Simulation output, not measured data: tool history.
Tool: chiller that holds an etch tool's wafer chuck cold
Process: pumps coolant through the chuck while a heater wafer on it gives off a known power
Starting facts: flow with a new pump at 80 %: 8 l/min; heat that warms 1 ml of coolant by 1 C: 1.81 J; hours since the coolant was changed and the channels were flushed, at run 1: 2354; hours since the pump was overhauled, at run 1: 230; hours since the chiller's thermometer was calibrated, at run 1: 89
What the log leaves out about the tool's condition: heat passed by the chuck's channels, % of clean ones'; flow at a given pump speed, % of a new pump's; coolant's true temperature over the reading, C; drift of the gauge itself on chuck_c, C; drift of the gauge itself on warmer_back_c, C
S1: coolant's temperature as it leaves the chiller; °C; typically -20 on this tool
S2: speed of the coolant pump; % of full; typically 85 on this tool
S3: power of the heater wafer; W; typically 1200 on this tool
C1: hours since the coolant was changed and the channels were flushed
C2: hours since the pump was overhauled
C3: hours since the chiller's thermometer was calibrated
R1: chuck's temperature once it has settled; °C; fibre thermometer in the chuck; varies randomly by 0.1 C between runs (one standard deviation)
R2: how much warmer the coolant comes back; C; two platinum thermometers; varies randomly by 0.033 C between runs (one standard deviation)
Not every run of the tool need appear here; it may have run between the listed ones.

run 1 day=0 | S1=-20 S2=85 S3=1200 | C1=2354 C2=230 C3=89 | R1=-9.6 R2=4.66
run 2 day=1.608 | S1=-20 S2=77 S3=1200 | C1=2392 C2=269 C3=127 | R1=-8.8 R2=5.12
run 3 day=2.546 | S1=-20 S2=77 S3=1200 | C1=2415 C2=291 C3=150 | R1=-8.9 R2=5.19
run 4 day=3.692 | S1=-16 S2=77 S3=1200 | C1=2442 C2=319 C3=177 | R1=-4.7 R2=5.17
run 5 day=4.7 | S1=-20 S2=85 S3=1200 | C1=2466 C2=343 C3=201 | R1=-9.6 R2=4.7
run 6 day=6.538 | S1=-20 S2=85 S3=1200 | C1=2511 C2=387 C3=246 | R1=-9.5 R2=4.6
run 7 day=7.983 | S1=-20 S2=85 S3=1200 | C1=2545 C2=422 C3=280 | R1=-9.5 R2=4.68
run 8 day=9.383 | S1=-20 S2=85 S3=1200 | C1=2579 C2=456 C3=314 | R1=-9.3 R2=4.77
run 9 day=11.208 | S1=-20 S2=85 S3=1200 | C1=2623 C2=499 C3=358 | R1=-9.4 R2=4.71
run 10 day=12.912 | S1=-26 S2=85 S3=1200 | C1=2664 C2=540 C3=398 | R1=-15.3 R2=4.74
run 11 day=14.225 | S1=-20 S2=84 S3=1200 | C1=2695 C2=572 C3=430 | R1=-9.2 R2=4.82
run 12 day=15.038 | S1=-17 S2=85 S3=1200 | C1=2714 C2=591 C3=449 | R1=-6.2 R2=4.74
run 13 day=16.733 | S1=-13 S2=85 S3=1200 | C1=2755 C2=632 C3=490 | R1=-2.4 R2=4.7
run 14 day=18.629 | S1=-13 S2=85 S3=1200 | C1=2801 C2=677 C3=536 | R1=-2.4 R2=4.75
run 15 day=19.771 | S1=-13 S2=85 S3=1200 | C1=2828 C2=705 C3=563 | R1=-2.3 R2=4.72
run 16 day=21.375 | S1=-13 S2=85 S3=1200 | C1=2867 C2=743 C3=602 | R1=-2.3 R2=4.74
run 17 day=22.308 | S1=-13 S2=85 S3=1200 | C1=2889 C2=766 C3=624 | R1=-2.3 R2=4.77
run 18 day=23.379 | S1=-20 S2=85 S3=694 | C1=2915 C2=791 C3=650 | R1=-13.8 R2=2.74
run 19 day=25.308 | S1=-23 S2=61 S3=1663 | C1=2961 C2=838 C3=696 | R1=-4.3 R2=9.03
run 20 day=26.354 | S1=-23 S2=61 S3=1663 | C1=2986 C2=863 C3=721 | R1=-4.1 R2=8.98
run 21 day=28.117 | S1=-23 S2=61 S3=1663 | C1=3028 C2=905 C3=763 | R1=-4 R2=9.07
run 22 day=29.592 | S1=-25 S2=89 S3=646 | C1=3064 C2=941 C3=799 | R1=-19.3 R2=2.42
run 23 day=31.229 | S1=-25 S2=89 S3=646 | C1=3103 C2=980 C3=838 | R1=-19.2 R2=2.44
run 24 day=32.85 | S1=-25 S2=70 S3=645 | C1=3142 C2=1019 C3=877 | R1=-18.3 R2=3.12
run 25 day=34.246 | S1=-21 S2=91 S3=833 | C1=3176 C2=1052 C3=910 | R1=-13.8 R2=3.12
run 26 day=36.029 | S1=-26 S2=85 S3=1168 | C1=3218 C2=1095 C3=953 | R1=-15.3 R2=4.65
run 27 day=36.825 | S1=-26 S2=85 S3=1168 | C1=3237 C2=1114 C3=972 | R1=-15.4 R2=4.55
run 28 day=37.808 | S1=-23 S2=85 S3=1384 | C1=3261 C2=1138 C3=996 | R1=-10.5 R2=5.56
run 29 day=39.038 | S1=-23 S2=69 S3=841 | C1=3291 C2=1167 C3=1026 | R1=-14.1 R2=4.14
run 30 day=40.496 | S1=-23 S2=82 S3=1161 | C1=3326 C2=1202 C3=1060 | R1=-12.1 R2=4.78
run 31 day=41.325 | S1=-13 S2=88 S3=1758 | C1=3345 C2=1222 C3=1080 | R1=2.7 R2=6.79
run 32 day=42.525 | S1=-14 S2=85 S3=1717 | C1=3374 C2=1251 C3=1109 | R1=1.5 R2=6.9

Each row is a separate what-if for the run after 32, all from the same tool condition, not one after another. Results?
run A day=43.458 | S1=-20 S2=63 S3=1717 | C1=3397 C2=1273 C3=1132 | R1=? R2=?
run B day=43.458 | S1=-14 S2=85 S3=1200 | C1=3397 C2=1273 C3=1132 | R1=? R2=?
run C day=43.458 | S1=-22 S2=72 S3=643 | C1=3397 C2=1273 C3=1132 | R1=? R2=?

run=A R1=-0.5 R2=9.1
run=B R1=-3.2 R2=4.8
run=C R1=-15.4 R2=3
Without the tool's hidden state the same runs would have given:
run=A R1=-2.5 R2=8.91
run=B R1=-4.4 R2=4.7
run=C R1=-16.2 R2=2.94
